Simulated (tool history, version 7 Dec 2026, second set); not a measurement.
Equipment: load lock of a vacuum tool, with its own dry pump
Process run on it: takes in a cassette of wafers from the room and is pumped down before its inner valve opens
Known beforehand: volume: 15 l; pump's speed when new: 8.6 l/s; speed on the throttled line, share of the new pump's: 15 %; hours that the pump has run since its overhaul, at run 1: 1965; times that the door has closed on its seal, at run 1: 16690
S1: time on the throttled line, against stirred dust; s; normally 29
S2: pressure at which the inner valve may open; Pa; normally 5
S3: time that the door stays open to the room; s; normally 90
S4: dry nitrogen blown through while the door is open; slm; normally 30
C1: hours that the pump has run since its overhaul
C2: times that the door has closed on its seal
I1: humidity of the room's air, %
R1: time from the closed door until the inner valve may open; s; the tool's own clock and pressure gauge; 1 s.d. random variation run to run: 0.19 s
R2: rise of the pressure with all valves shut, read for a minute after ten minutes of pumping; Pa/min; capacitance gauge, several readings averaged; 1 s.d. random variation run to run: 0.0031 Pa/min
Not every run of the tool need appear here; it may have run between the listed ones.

run 1 hour=0.0 | S1=29 S2=5 S3=90 S4=30 | C1=1965 C2=16690 | I1=45.0 | R1=42.0 R2=0.075
run 2 hour=324.6 | S1=29 S2=5 S3=90 S4=14 | C1=2289 C2=17040 | I1=42.1 | R1=42.3 R2=0.089
run 3 hour=581.5 | S1=26 S2=5 S3=90 S4=30 | C1=2546 C2=17316 | I1=43.6 | R1=39.5 R2=0.077
run 4 hour=921.7 | S1=26 S2=5 S3=90 S4=30 | C1=2886 C2=17682 | I1=45.4 | R1=39.5 R2=0.078
run 5 hour=1246.6 | S1=26 S2=5 S3=90 S4=30 | C1=3211 C2=18032 | I1=41.6 | R1=39.7 R2=0.072
run 6 hour=1518.1 | S1=29 S2=7 S3=90 S4=30 | C1=3483 C2=18324 | I1=46.3 | R1=41.5 R2=0.074
run 7 hour=1771.2 | S1=29 S2=5 S3=90 S4=30 | C1=3736 C2=18596 | I1=42.5 | R1=42.0 R2=0.073
run 8 hour=2128.3 | S1=29 S2=5 S3=90 S4=30 | C1=4093 C2=18981 | I1=44.5 | R1=42.3 R2=0.074
run 9 hour=2469.8 | S1=47 S2=5 S3=90 S4=30 | C1=4434 C2=19348 | I1=46.4 | R1=57.6 R2=0.077
run 10 hour=2747.8 | S1=47 S2=5 S3=90 S4=30 | C1=4713 C2=19647 | I1=44.5 | R1=57.4 R2=0.070
run 11 hour=2942.4 | S1=29 S2=5 S3=90 S4=30 | C1=4907 C2=19857 | I1=47.1 | R1=42.2 R2=0.077
run 12 hour=3232.4 | S1=29 S2=5 S3=90 S4=30 | C1=5197 C2=20169 | I1=48.0 | R1=42.3 R2=0.076
run 13 hour=3432.4 | S1=29 S2=5 S3=90 S4=30 | C1=5397 C2=20384 | I1=44.6 | R1=42.2 R2=0.073
run 14 hour=3786.3 | S1=29 S2=5 S3=90 S4=30 | C1=5751 C2=20765 | I1=43.5 | R1=42.4 R2=0.074
run 15 hour=4198.0 | S1=29 S2=6 S3=90 S4=30 | C1=6163 C2=21208 | I1=43.2 | R1=41.9 R2=0.079
run 16 hour=4492.5 | S1=29 S2=6 S3=90 S4=30 | C1=6457 C2=21525 | I1=45.4 | R1=41.4 R2=0.077
run 17 hour=4708.9 | S1=29 S2=5 S3=90 S4=21 | C1=6674 C2=21758 | I1=41.8 | R1=42.2 R2=0.079
run 18 hour=5015.7 | S1=29 S2=5 S3=90 S4=21 | C1=6980 C2=22088 | I1=47.6 | R1=42.1 R2=0.091
run 19 hour=5365.3 | S1=29 S2=6 S3=32 S4=4 | C1=7330 C2=22464 | I1=49.3 | R1=41.6 R2=0.086
run 20 hour=5744.4 | S1=29 S2=6 S3=32 S4=4 | C1=7709 C2=22872 | I1=47.5 | R1=41.7 R2=0.079
run 21 hour=6136.8 | S1=29 S2=6 S3=32 S4=4 | C1=8101 C2=23294 | I1=42.5 | R1=41.6 R2=0.069
run 22 hour=6393.6 | S1=29 S2=5 S3=65 S4=43 | C1=8358 C2=23570 | I1=47.6 | R1=42.5 R2=0.058
run 23 hour=6698.9 | S1=29 S2=9 S3=65 S4=43 | C1=8664 C2=23899 | I1=44.4 | R1=41.0 R2=0.058
run 24 hour=6941.3 | S1=26 S2=5 S3=90 S4=30 | C1=8906 C2=24160 | I1=43.2 | R1=39.7 R2=0.076
run 25 hour=7274.1 | S1=18 S2=10 S3=215 S4=9 | C1=9239 C2=24518 | I1=42.4 | R1=31.5 R2=0.164
-- hour=7367.2 door's seal changed, seat wiped
run 26 hour=7670.9 | S1=18 S2=10 S3=215 S4=9 | C1=9634 C2=326 | I1=45.0 | R1=31.4 R2=0.172
run 27 hour=8024.1 | S1=18 S2=10 S3=215 S4=9 | C1=9987 C2=706 | I1=43.8 | R1=31.8 R2=0.165
run 28 hour=8293.8 | S1=22 S2=8 S3=90 S4=16 | C1=10257 C2=997 | I1=44.6 | R1=35.3 R2=0.094
run 29 hour=8467.5 | S1=22 S2=8 S3=90 S4=16 | C1=10431 C2=1184 | I1=42.7 | R1=35.6 R2=0.086
run 30 hour=8776.5 | S1=29 S2=5 S3=39 S4=9 | C1=10740 C2=1516 | I1=45.1 | R1=41.8 R2=0.071
run 31 hour=9048.7 | S1=29 S2=5 S3=136 S4=16 | C1=11012 C2=1809 | I1=47.3 | R1=41.9 R2=0.121
run 32 hour=9232.9 | S1=26 S2=5 S3=28 S4=30 | C1=11196 C2=2007 | I1=46.8 | R1=39.3 R2=0.048
run 33 hour=9473.6 | S1=26 S2=5 S3=28 S4=30 | C1=11437 C2=2266 | I1=41.1 | R1=39.4 R2=0.039
run 34 hour=9641.7 | S1=28 S2=9 S3=90 S4=30 | C1=11605 C2=2447 | I1=47.8 | R1=40.2 R2=0.077
run 35 hour=9955.5 | S1=35 S2=6 S3=90 S4=30 | C1=11919 C2=2785 | I1=46.4 | R1=46.6 R2=0.071
run 36 hour=10144.9 | S1=29 S2=5 S3=60 S4=30 | C1=12108 C2=2989 | I1=44.7 | R1=42.0 R2=0.060

Alternative continuations, all from the tool just after run 36; predict every row:
run A hour=10457.8 | S1=29 S2=6 S3=90 S4=30 | C1=12421 C2=3325 | I1=46.7 | R1=? R2=?
run B hour=10457.8 | S1=22 S2=5 S3=39 S4=8 | C1=12421 C2=3325 | I1=43.7 | R1=? R2=?
run C hour=10457.8 | S1=26 S2=9 S3=60 S4=31 | C1=12421 C2=3325 | I1=45.6 | R1=? R2=?

run=A R1=42.1 R2=0.077
run=B R1=36.2 R2=0.073
run=C R1=38.3 R2=0.063
What these runs would have given with no unlogged condition in the tool:
run=A R1=42.0 R2=0.077
run=B R1=36.2 R2=0.073
run=C R1=38.3 R2=0.063
